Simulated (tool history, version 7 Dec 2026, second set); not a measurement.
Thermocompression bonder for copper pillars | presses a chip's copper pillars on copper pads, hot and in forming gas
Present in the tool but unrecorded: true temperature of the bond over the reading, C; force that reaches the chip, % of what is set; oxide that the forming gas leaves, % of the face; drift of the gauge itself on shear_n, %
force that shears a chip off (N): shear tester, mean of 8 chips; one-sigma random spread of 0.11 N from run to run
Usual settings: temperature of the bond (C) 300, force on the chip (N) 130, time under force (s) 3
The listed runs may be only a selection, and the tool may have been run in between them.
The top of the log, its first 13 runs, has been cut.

run,hour,temperature of the bond (C),force on the chip (N),time under force (s),hours of work since the heater was calibrated,hours of work since the force cell was calibrated,hours of work since the gas filter was changed,force that shears a chip off (N)
14,115.9,300,130,3,24,318,140,58.4
15,128.7,300,130,3,34,327,149,58.2
16,139.7,300,130,3,41,335,157,58.3
17,153.0,300,130,3,51,344,166,58.0
# hour 162.5: forming gas filter changed
18,164.9,271,130,3,59,352,2,48.1
19,170.7,271,130,3,63,356,6,48.1
20,183.0,300,130,4,71,365,14,63.2
21,191.9,295,130,2,78,371,21,51.4
22,200.9,315,101,6,84,378,27,68.1
23,210.1,326,130,8,90,384,34,76.9

For run 24, what comes out?
24,216.8,326,130,8,95,389,38,?

force that shears a chip off (N): 76.8
Were there no unlogged condition in the tool, this run, its random variation unchanged, would have produced force that shears a chip off (N) 77.2.

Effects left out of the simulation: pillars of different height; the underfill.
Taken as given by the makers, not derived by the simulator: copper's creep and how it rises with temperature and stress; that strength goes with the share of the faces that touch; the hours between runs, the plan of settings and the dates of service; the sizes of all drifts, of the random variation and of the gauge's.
